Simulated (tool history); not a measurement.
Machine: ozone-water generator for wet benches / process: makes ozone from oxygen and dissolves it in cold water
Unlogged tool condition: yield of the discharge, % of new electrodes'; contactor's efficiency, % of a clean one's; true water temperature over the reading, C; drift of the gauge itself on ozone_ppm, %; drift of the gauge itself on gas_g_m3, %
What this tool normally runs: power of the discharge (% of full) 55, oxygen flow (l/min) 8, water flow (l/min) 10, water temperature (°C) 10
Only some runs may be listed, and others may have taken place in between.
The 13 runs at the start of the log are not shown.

run	hour	power of the discharge (% of full)	oxygen flow (l/min)	water flow (l/min)	water temperature (°C)	hours of work since the electrodes were changed	hours of work since the contactor was cleaned	hours of work since the thermometer was calibrated	dissolved ozone (ppm)	ozone in the gas ahead of the water (g/m3)
14	640.6	60	8	10	10	2194	5152	1430	33.1	164.4
15	699	60	8	10	10	2244	5203	1480	33.3	167.2
16	765.2	60	8	10	10	2301	5260	1538	33	165.7
17	828.6	60	8	10	10	2356	5314	1592	33.4	166
18	893	60	8	10	10	2412	5370	1648	33	163.6
19	938.5	49	7.8	11	8	2451	5409	1687	29.5	150.1
20	972.7	49	7.8	11	8	2480	5439	1716	29.3	150.1
21	1007.6	49	7.8	11	8	2510	5469	1747	29.4	148.9
22	1069.1	92	7.46	15	6	2563	5522	1800	34.5	213
23	1130.9	41	7.46	7	6	2617	5575	1853	36.1	137.3
24	1194.1	55	8.13	10	10	2671	5629	1907	31.3	155.2
# hour 1217.6: gauge calibrated
25	1238.4	55	8.13	10	10	2709	5668	1945	31.6	161.9
26	1288.8	55	8.13	10	10	2753	5711	1989	31.5	158.8
27	1331	52	14.12	10	10	2789	5747	2025	27.2	117.3
28	1382.4	52	10.45	10	10	2833	5792	2070	28.8	135.4
29	1443.8	55	8	10	10	2886	5845	2122	31.3	159.8
30	1510.3	55	14.19	10	10	2944	5902	2180	27.9	121.5
31	1547.6	63	4.27	10	10	2976	5934	2212	35.5	235.7
32	1610	42	8	10	10	3030	5988	2266	27.2	137.1
33	1640.5	55	6.3	10	10	3056	6014	2292	32.6	179.4

4 ways to go on from here, each from the tool as it stands after run 33. What would each give?
A	1675.9	90	8	15	10	3086	6045	2323	?	?
B	1675.9	55	8.13	12	6	3086	6045	2323	?	?
C	1675.9	55	12.67	10	10	3086	6045	2323	?	?
D	1675.9	51	6.3	10	11	3086	6045	2323	?	?

run	dissolved ozone (ppm)	ozone in the gas ahead of the water (g/m3)
A	32	208.2
B	30.3	158.5
C	28.5	126.6
D	30.6	171.3
With the hidden condition removed and each run's random variation left untouched, the same runs would have given:
run	dissolved ozone (ppm)	ozone in the gas ahead of the water (g/m3)
A	32	210.6
B	30.3	160.3
C	28.5	128
D	30.7	173.3
